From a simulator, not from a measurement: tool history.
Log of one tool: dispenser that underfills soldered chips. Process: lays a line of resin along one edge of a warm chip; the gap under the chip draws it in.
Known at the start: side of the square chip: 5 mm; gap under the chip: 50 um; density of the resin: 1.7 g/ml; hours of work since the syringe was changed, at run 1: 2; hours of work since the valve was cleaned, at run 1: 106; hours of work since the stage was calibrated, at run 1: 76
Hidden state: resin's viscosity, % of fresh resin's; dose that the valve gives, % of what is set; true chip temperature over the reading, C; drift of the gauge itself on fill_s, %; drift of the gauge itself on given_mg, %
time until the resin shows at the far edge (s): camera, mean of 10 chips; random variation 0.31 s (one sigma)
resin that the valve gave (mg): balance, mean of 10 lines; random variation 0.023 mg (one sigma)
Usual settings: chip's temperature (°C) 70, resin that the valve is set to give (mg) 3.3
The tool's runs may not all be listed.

run  hour  chip's temperature (°C)  resin that the valve is set to give (mg)  hours of work since the syringe was changed  hours of work since the valve was cleaned  hours of work since the stage was calibrated  time until the resin shows at the far edge (s)  resin that the valve gave (mg)
  1     0                       70                                       3.3                                            2                                        106                                            76                                            10.5                            3.18
      3.3  -- dispensing valve cleaned and set on the balance
  2   6.6                       70                                       3.3                                            6                                          2                                            80                                            14.1                            3.29
     10.8  -- new syringe of resin
  3  12.2                       70                                      3.34                                            1                                          6                                            84                                             9.4                            3.32
  4  19.9                       70                                       3.8                                            7                                         12                                            90                                            14.8                            3.75
     22.6  -- new syringe of resin
  5    24                       70                                       3.8                                            1                                         15                                            93                                             9.8                            3.72
  6  29.9                       82                                       3.8                                            5                                         20                                            97                                             7.1                            3.72
     34.1  -- new syringe of resin
  7  37.9                       70                                       3.4                                            3                                         25                                           103                                            11.7                            3.32
     46.2  -- new syringe of resin
  8  47.1                       70                                       3.3                                            1                                         32                                           110                                             9.5                            3.22
  9    56                       70                                       3.3                                            7                                         39                                           116                                            15.7                            3.23
     57.8  -- new syringe of resin
 10  63.1                       60                                       3.1                                            4                                         44                                           121                                            22.2                            3.05
 11  68.1                       60                                       3.1                                            8                                         48                                           125                                              29                            3.04
     69.5  -- new syringe of resin
 12  73.7                       72                                      3.26                                            3                                         52                                           129                                            10.6                            3.15

Forecast run 13:
     81.1  -- new syringe of resin
 13  81.1                       78                                      3.65                                            0                                         57                                           134                                               ?                               ?

{"run 13": {"time until the resin shows at the far edge (s)": 6.1, "resin that the valve gave (mg)": 3.52}}
Without the tool's hidden state the same run would have given time until the resin shows at the far edge (s) 5.9, resin that the valve gave (mg) 3.62.

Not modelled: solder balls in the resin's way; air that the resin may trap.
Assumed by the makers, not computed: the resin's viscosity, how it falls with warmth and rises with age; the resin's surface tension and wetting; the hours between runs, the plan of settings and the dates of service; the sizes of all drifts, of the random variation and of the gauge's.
